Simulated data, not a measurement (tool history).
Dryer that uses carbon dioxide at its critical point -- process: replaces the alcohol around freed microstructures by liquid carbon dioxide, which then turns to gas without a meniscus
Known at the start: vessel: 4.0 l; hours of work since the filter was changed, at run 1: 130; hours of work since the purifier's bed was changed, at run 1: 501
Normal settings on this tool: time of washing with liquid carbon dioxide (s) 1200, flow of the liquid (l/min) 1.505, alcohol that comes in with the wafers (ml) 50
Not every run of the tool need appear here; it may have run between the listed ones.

| run | hour | time of washing with liquid carbon dioxide (s) | flow of the liquid (l/min) | alcohol that comes in with the wafers (ml) | hours of work since the filter was changed | hours of work since the purifier's bed was changed | alcohol left in the vessel before it's heated (ppm by volume) |
|---|---|---|---|---|---|---|---|
| 1 | 0.0 | 1200 | 1.505 | 50 | 130 | 501 | 172 |
| 2 | 24.7 | 1200 | 1.505 | 23 | 144 | 515 | 133 |
| 3 | 63.8 | 1140 | 1.505 | 50 | 166 | 537 | 206 |
| 4 | 91.8 | 1140 | 1.505 | 50 | 182 | 553 | 228 |
|  | 95.3 | inlet filter changed |
| 5 | 113.2 | 1140 | 1.505 | 50 | 10 | 564 | 183 |
| 6 | 142.5 | 1140 | 1.505 | 50 | 27 | 581 | 189 |
| 7 | 180.8 | 1200 | 2.000 | 50 | 48 | 603 | 127 |
| 8 | 216.9 | 1200 | 2.000 | 50 | 69 | 623 | 129 |
| 9 | 246.8 | 840 | 2.000 | 27 | 86 | 640 | 174 |
| 10 | 293.2 | 1140 | 1.310 | 24 | 112 | 666 | 219 |
| 11 | 320.6 | 960 | 1.310 | 24 | 128 | 682 | 310 |

Each row is a separate what-if for the run after 11, all from the same tool condition, not one after another. Results?
| A | 346.6 | 1200 | 2.550 | 50 | 142 | 697 | ? |
| B | 346.6 | 1260 | 1.080 | 41 | 142 | 697 | ? |
| C | 346.6 | 1080 | 1.505 | 50 | 142 | 697 | ? |

| run | alcohol left in the vessel before it's heated (ppm by volume) |
|---|---|
| A | 137 |
| B | 380 |
| C | 272 |
Had the tool no hidden state, the same runs would have come out as:
| run | alcohol left in the vessel before it's heated (ppm by volume) |
|---|---|
| A | 9 |
| B | 190 |
| C | 102 |
